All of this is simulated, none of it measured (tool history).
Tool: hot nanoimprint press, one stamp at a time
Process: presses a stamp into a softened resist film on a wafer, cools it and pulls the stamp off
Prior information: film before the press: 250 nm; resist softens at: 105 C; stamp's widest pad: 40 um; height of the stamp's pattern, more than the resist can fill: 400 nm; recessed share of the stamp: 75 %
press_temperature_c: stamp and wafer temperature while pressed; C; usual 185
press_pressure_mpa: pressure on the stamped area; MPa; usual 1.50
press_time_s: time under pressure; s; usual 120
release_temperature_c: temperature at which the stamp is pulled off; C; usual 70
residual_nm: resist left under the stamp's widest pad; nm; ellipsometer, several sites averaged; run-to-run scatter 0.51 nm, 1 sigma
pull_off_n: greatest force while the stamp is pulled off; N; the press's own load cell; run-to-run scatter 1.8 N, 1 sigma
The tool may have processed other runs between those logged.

run	hour	press_temperature_c	press_pressure_mpa	press_time_s	release_temperature_c	residual_nm	pull_off_n
1	0.0	185	1.50	120	70	99.5	96
2	22.9	177	1.50	120	70	122.1	97
3	45.3	185	1.50	120	70	99.9	96
4	59.4	185	1.50	120	70	100.7	94
5	70.2	185	1.50	120	70	98.9	98
6	87.2	185	1.50	120	70	100.1	98
# hour 96.5: plate thermocouple calibrated
7	105.3	185	1.50	120	70	100.0	94
8	122.6	185	0.96	120	70	129.4	95
9	140.4	185	2.03	120	70	84.5	95
10	159.0	185	2.03	120	70	84.4	95
11	181.0	178	1.50	120	70	119.9	94
12	192.3	185	1.50	120	70	100.9	94
13	211.1	188	1.50	120	70	93.4	95
14	230.8	188	1.50	120	70	94.1	95
15	241.5	188	1.50	120	58	94.5	122
16	261.3	180	1.50	120	76	115.2	83
17	272.8	185	1.50	143	70	95.8	95
# hour 280.8: gauge calibrated
18	294.0	185	1.50	145	70	93.7	96
19	313.2	185	1.39	120	70	104.4	93
20	328.7	185	1.50	61	70	123.3	96
21	340.1	185	1.50	61	70	123.3	96
22	361.3	185	1.50	61	70	125.0	94
23	371.2	192	1.50	178	70	73.9	97
24	384.5	192	1.50	178	70	73.8	98
25	396.6	185	2.27	120	70	77.5	96
26	406.8	185	2.27	120	70	77.7	94
27	422.0	194	2.27	153	70	58.4	96
# hour 440.7: stamp cleaned and given a new release coat
28	440.7	180	1.18	107	78	133.7	79
29	460.1	185	1.50	76	58	115.7	120

Branching from run 29: 4 alternative next runs. What would each branch give?
A	475.6	185	1.50	120	57	?	?
B	475.6	185	1.50	120	59	?	?
C	475.6	192	1.50	86	78	?	?
D	475.6	185	1.73	160	70	?	?

run	residual_nm	pull_off_n
A	101.3	122
B	100.6	117
C	95.9	78
D	84.0	96
What these runs would have given with no unlogged condition in the tool:
run	residual_nm	pull_off_n
A	99.4	122
B	98.7	117
C	94.0	78
D	82.4	96
